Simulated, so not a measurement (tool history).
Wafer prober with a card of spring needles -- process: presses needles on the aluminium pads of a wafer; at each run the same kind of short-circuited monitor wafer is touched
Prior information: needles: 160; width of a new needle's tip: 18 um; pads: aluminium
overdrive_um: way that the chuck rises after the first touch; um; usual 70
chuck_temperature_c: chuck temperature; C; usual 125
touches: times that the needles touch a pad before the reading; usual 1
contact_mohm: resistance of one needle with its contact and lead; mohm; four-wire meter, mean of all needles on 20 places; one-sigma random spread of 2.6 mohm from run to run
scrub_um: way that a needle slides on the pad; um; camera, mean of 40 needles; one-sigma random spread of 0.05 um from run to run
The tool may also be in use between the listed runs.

run   hour  overdrive_um  chuck_temperature_c  touches  contact_mohm  scrub_um
  1      0            70                  125        1           354     12.68
       0.9  -- tips cleaned on abrasive film
       5.6  -- tips cleaned on abrasive film
      10.4  -- tips cleaned on abrasive film
      15.7  -- tips cleaned on abrasive film
  2     16            70                  125        2           303     12.58
      21.2  -- tips cleaned on abrasive film
      26.3  -- tips cleaned on abrasive film
  3   29.6            70                  125        1           345     12.62
      31.4  -- tips cleaned on abrasive film
      36.3  -- tips cleaned on abrasive film
        42  -- tips cleaned on abrasive film
  4   46.2            70                  125        1           358     12.56
      47.2  -- tips cleaned on abrasive film
      52.5  -- tips cleaned on abrasive film
  5   56.9            70                  125        1           354     12.46
      58.2  -- tips cleaned on abrasive film
      62.9  -- tips cleaned on abrasive film
      68.4  -- tips cleaned on abrasive film
  6   69.6            70                  125        1           316     12.45
      73.3  -- tips cleaned on abrasive film
      78.6  -- tips cleaned on abrasive film
  7   80.1            70                  125        1           326     12.49
      83.3  -- tips cleaned on abrasive film
      88.7  -- tips cleaned on abrasive film
  8   91.9            70                  125        1           351     12.44
      94.2  -- tips cleaned on abrasive film
      99.4  -- tips cleaned on abrasive film
     104.8  -- tips cleaned on abrasive film
  9  108.3            70                  125        2           326     12.35
     109.5  -- tips cleaned on abrasive film
     115.2  -- tips cleaned on abrasive film
     120.3  -- tips cleaned on abrasive film
 10    123            70                  125        2           321     12.27
     125.3  -- tips cleaned on abrasive film
     130.6  -- tips cleaned on abrasive film
 11  133.5            51                  125        1           395       8.7
     136.2  -- tips cleaned on abrasive film
     141.8  -- tips cleaned on abrasive film
 12    143            50                  125        2           328      8.51
     146.5  -- tips cleaned on abrasive film
       152  -- tips cleaned on abrasive film
     156.7  -- tips cleaned on abrasive film
 13  156.7            50                  125        2           312      8.46
     161.8  -- tips cleaned on abrasive film
 14  166.1            62                  125        2           348     10.61
       167  -- tips cleaned on abrasive film
     167.3  -- height of the first contact set anew
     172.5  -- tips cleaned on abrasive film
     177.5  -- tips cleaned on abrasive film
 15  179.9            70                   82        1           322     13.08
     182.2  -- tips cleaned on abrasive film
     187.6  -- tips cleaned on abrasive film
       193  -- tips cleaned on abrasive film
 16    193            70                   78        1           290     13.03

Run by run, hidden condition taken away, random variation retained:
Hidden state at play: debris on the tips, nm; way that the needles fall short of the set height, um; tips' diameter, um; drift of the gauge itself on contact_mohm, %; drift of the gauge itself on scrub_um, %.
run  contact_mohm  scrub_um
  1           292      13.1
  2           294     13.05
  3           294     13.14
  4           292     13.13
  5           291     13.06
  6           293     13.09
  7           294     13.17
  8           296     13.15
  9           295     13.11
 10           291     13.09
 11           299      9.55
 12           297      9.39
 13           301       9.4
 14           293     11.55
 15           280     13.12
 16           278     13.12
